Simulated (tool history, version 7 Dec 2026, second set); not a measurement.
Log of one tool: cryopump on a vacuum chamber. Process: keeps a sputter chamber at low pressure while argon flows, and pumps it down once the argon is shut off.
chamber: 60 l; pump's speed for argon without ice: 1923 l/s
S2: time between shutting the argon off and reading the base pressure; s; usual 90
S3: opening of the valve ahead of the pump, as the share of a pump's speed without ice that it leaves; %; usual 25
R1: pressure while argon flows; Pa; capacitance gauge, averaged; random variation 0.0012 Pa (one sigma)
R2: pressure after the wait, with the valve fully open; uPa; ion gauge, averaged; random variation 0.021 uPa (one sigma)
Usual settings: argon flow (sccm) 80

{"run": 1, "hour": 0.0, "argon flow (sccm)": 80, "S2": 90, "S3": 25, "R1": 0.2847, "R2": 0.85}
{"run": 2, "hour": 13.9, "argon flow (sccm)": 80, "S2": 90, "S3": 25, "R1": 0.2871, "R2": 0.85}
{"run": 3, "hour": 27.1, "argon flow (sccm)": 80, "S2": 90, "S3": 25, "R1": 0.2857, "R2": 0.88}
{"run": 4, "hour": 47.1, "argon flow (sccm)": 88, "S2": 90, "S3": 25, "R1": 0.3151, "R2": 0.91}
{"run": 5, "hour": 64.4, "argon flow (sccm)": 88, "S2": 51, "S3": 25, "R1": 0.3157, "R2": 1.1}
{"run": 6, "hour": 85.4, "argon flow (sccm)": 88, "S2": 164, "S3": 25, "R1": 0.3158, "R2": 0.85}
{"run": 7, "hour": 107.9, "argon flow (sccm)": 88, "S2": 164, "S3": 37, "R1": 0.2149, "R2": 0.87}
{"run": 8, "hour": 127.0, "argon flow (sccm)": 88, "S2": 164, "S3": 37, "R1": 0.2149, "R2": 0.85}
{"run": 9, "hour": 153.1, "argon flow (sccm)": 142, "S2": 156, "S3": 23, "R1": 0.5556, "R2": 0.86}
{"run": 10, "hour": 174.3, "argon flow (sccm)": 69, "S2": 27, "S3": 20, "R1": 0.3101, "R2": 1.63}
{"run": 11, "hour": 197.3, "argon flow (sccm)": 80, "S2": 34, "S3": 18, "R1": 0.4, "R2": 1.47}
{"run": 12, "hour": 222.6, "argon flow (sccm)": 80, "S2": 34, "S3": 18, "R1": 0.4001, "R2": 1.46}
{"run": 13, "hour": 248.8, "argon flow (sccm)": 80, "S2": 278, "S3": 25, "R1": 0.2895, "R2": 0.84}
{"run": 14, "hour": 265.5, "argon flow (sccm)": 80, "S2": 32, "S3": 54, "R1": 0.1394, "R2": 1.51}

Forecast each of these 3 alternatives for the next run:
{"run": "A", "hour": 278.1, "argon flow (sccm)": 33, "S2": 90, "S3": 25, "R1": "?", "R2": "?"}
{"run": "B", "hour": 278.1, "argon flow (sccm)": 52, "S2": 32, "S3": 20, "R1": "?", "R2": "?"}
{"run": "C", "hour": 278.1, "argon flow (sccm)": 53, "S2": 90, "S3": 18, "R1": "?", "R2": "?"}

run=A R1=0.1198 R2=1.05
run=B R1=0.2349 R2=1.51
run=C R1=0.2673 R2=1.04
Without the tool's hidden state the same runs would have given:
run=A R1=0.1157 R2=0.41
run=B R1=0.2284 R2=0.88
run=C R1=0.2607 R2=0.4
